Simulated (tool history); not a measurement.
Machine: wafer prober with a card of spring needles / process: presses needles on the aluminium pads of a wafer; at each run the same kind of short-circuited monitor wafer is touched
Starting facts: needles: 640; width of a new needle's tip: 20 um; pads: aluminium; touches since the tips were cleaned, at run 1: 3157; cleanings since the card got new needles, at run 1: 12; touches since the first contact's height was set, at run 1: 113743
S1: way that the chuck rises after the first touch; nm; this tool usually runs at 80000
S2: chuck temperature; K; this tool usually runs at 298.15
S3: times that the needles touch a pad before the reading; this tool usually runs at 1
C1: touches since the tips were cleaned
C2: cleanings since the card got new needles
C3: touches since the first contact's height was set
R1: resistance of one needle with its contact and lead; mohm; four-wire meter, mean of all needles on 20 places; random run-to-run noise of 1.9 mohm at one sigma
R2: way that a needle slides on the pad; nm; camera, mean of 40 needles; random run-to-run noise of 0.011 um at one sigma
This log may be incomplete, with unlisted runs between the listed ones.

Run 1, hour 0: usual settings; C1 3157; C2 12; C3 113743. Result: R1 217 mohm, R2 14590 nm.
Run 2, hour 7.6: usual settings but S3 3; C1 7311; C2 12; C3 117897. Result: R1 209 mohm, R2 14580 nm.
At hour 10.5: tips cleaned on abrasive film.
Run 3, hour 24.5: usual settings; C1 7634; C2 13; C3 127075. Result: R1 236 mohm, R2 14580 nm.
At hour 26.5: tips cleaned on abrasive film.
Run 4, hour 39.8: usual settings; C1 7276; C2 14; C3 135382. Result: R1 235 mohm, R2 14580 nm.
At hour 43.3: tips cleaned on abrasive film.
Run 5, hour 51.6: usual settings but S2 314.15 K; C1 4558; C2 15; C3 141786. Result: R1 227 mohm, R2 14540 nm.
At hour 59.2: tips cleaned on abrasive film.
Run 6, hour 61.4: usual settings but S1 91000 nm; C1 1252; C2 16; C3 147100. Result: R1 204 mohm, R2 16570 nm.
At hour 64.2: height of the first contact set anew.
Run 7, hour 71.6: usual settings; C1 6612; C2 16; C3 4030. Result: R1 230 mohm, R2 14780 nm.
At hour 75.6: tips cleaned on abrasive film.
Run 8, hour 88.1: usual settings; C1 6845; C2 17; C3 13020. Result: R1 232 mohm, R2 14790 nm.
At hour 92.4: tips cleaned on abrasive film.
Run 9, hour 99.2: usual settings; C1 3676; C2 18; C3 19005. Result: R1 225 mohm, R2 14770 nm.
At hour 109.3: tips cleaned on abrasive film.
Run 10, hour 109.3: usual settings; C1 12; C2 19; C3 24508. Result: R1 201 mohm, R2 14740 nm.
Run 11, hour 124.4: usual settings; C1 8232; C2 19; C3 32728. Result: R1 236 mohm, R2 14750 nm.
At hour 125.3: tips cleaned on abrasive film.
Run 12, hour 137: usual settings; C1 6362; C2 20; C3 39556. Result: R1 234 mohm, R2 14720 nm.
At hour 142: tips cleaned on abrasive film.
Run 13, hour 148: usual settings; C1 3295; C2 21; C3 45538. Result: R1 218 mohm, R2 14690 nm.
Run 14, hour 155.9: usual settings; C1 7623; C2 21; C3 49866. Result: R1 234 mohm, R2 14690 nm.
At hour 158.2: tips cleaned on abrasive film.
Run 15, hour 164.6: usual settings; C1 3465; C2 22; C3 54518. Result: R1 223 mohm, R2 14700 nm.
Run 16, hour 171.6: usual settings; C1 7336; C2 22; C3 58389. Result: R1 234 mohm, R2 14690 nm.
At hour 174.3: tips cleaned on abrasive film.
Run 17, hour 184.4: usual settings but S1 67000 nm, S2 309.15 K, S3 2; C1 5485; C2 23; C3 65289. Result: R1 230 mohm, R2 12280 nm.
At hour 190.6: tips cleaned on abrasive film.
Run 18, hour 194: usual settings but S1 67000 nm, S2 309.15 K, S3 2; C1 1910; C2 24; C3 70526. Result: R1 221 mohm, R2 12260 nm.
Run 19, hour 206.2: usual settings but S1 90000 nm; C1 8524; C2 24; C3 77140. Result: R1 228 mohm, R2 16500 nm.
At hour 207: tips cleaned on abrasive film.
Run 20, hour 215.2: usual settings but S1 96000 nm; C1 4492; C2 25; C3 82025. Result: R1 220 mohm, R2 17590 nm.
Run 21, hour 222.4: usual settings but S2 303.15 K, S3 2; C1 8445; C2 25; C3 85978. Result: R1 226 mohm, R2 14640 nm.
At hour 223.2: tips cleaned on abrasive film.
Run 22, hour 233.7: usual settings but S2 301.15 K, S3 2; C1 5725; C2 26; C3 92095. Result: R1 218 mohm, R2 14620 nm.
At hour 239.6: tips cleaned on abrasive film.
Run 23, hour 248.2: usual settings but S1 74000 nm, S2 333.15 K; C1 4706; C2 27; C3 99940. Result: R1 240 mohm, R2 13510 nm.
At hour 256.3: tips cleaned on abrasive film.
Run 24, hour 256.5: usual settings but S1 97000 nm, S2 332.15 K; C1 119; C2 28; C3 104432. Result: R1 206 mohm, R2 17740 nm.
Run 25, hour 269.5: usual settings but S1 97000 nm, S2 332.15 K; C1 7196; C2 28; C3 111509. Result: R1 233 mohm, R2 17720 nm.
At hour 272.5: tips cleaned on abrasive film.
Run 26, hour 286.6: usual settings but S1 97000 nm, S2 332.15 K; C1 7665; C2 29; C3 120809. Result: R1 230 mohm, R2 17740 nm.
At hour 289: tips cleaned on abrasive film.
Run 27, hour 303.6: usual settings but S1 97000 nm, S2 332.15 K; C1 7992; C2 30; C3 130073. Result: R1 231 mohm, R2 17670 nm.
At hour 304.9: tips cleaned on abrasive film.
Run 28, hour 318.5: usual settings but S1 62000 nm, S3 2; C1 7418; C2 31; C3 138140. Result: R1 240 mohm, R2 11210 nm.
At hour 321.4: tips cleaned on abrasive film.
Run 29, hour 333.3: usual settings but S1 77000 nm, S2 313.15 K, S3 3; C1 6483; C2 32; C3 146171. Result: R1 218 mohm, R2 13990 nm.
At hour 337.2: tips cleaned on abrasive film.
At hour 338.5: height of the first contact set anew.
Run 30, hour 343.8: usual settings but S1 62000 nm, S2 358.15 K; C1 3444; C2 33; C3 2896. Result: R1 258 mohm, R2 11460 nm.
At hour 353.7: tips cleaned on abrasive film.
Run 31, hour 358.3: usual settings but S1 61000 nm, S2 309.15 K, S3 2; C1 2534; C2 34; C3 10771. Result: R1 221 mohm, R2 11260 nm.
At hour 369.9: tips cleaned on abrasive film.
Run 32, hour 370.8: usual settings but S1 65000 nm, S2 338.15 K, S3 3; C1 467; C2 35; C3 17528. Result: R1 212 mohm, R2 11990 nm.

3 ways to go on from here, each from the tool as it stands after run 32. What would each give?
At hour 385.8: tips cleaned on abrasive film.
Run A, hour 386.2: usual settings but S1 63000 nm, S2 306.15 K, S3 2; C1 255; C2 36; C3 25912. Result: R1 ?, R2 ?.
At hour 385.8: tips cleaned on abrasive film.
Run B, hour 386.2: usual settings but S2 339.15 K; C1 255; C2 36; C3 25912. Result: R1 ?, R2 ?.
At hour 385.8: tips cleaned on abrasive film.
Run C, hour 386.2: usual settings but S1 67000 nm, S2 313.15 K; C1 255; C2 36; C3 25912. Result: R1 ?, R2 ?.

run   R1     R2
  A  209  11620
  B  213  14760
  C  213  12360
Had the tool no hidden state, the same runs would have come out as:
run   R1     R2
  A  203  11660
  B  206  14800
  C  204  12400
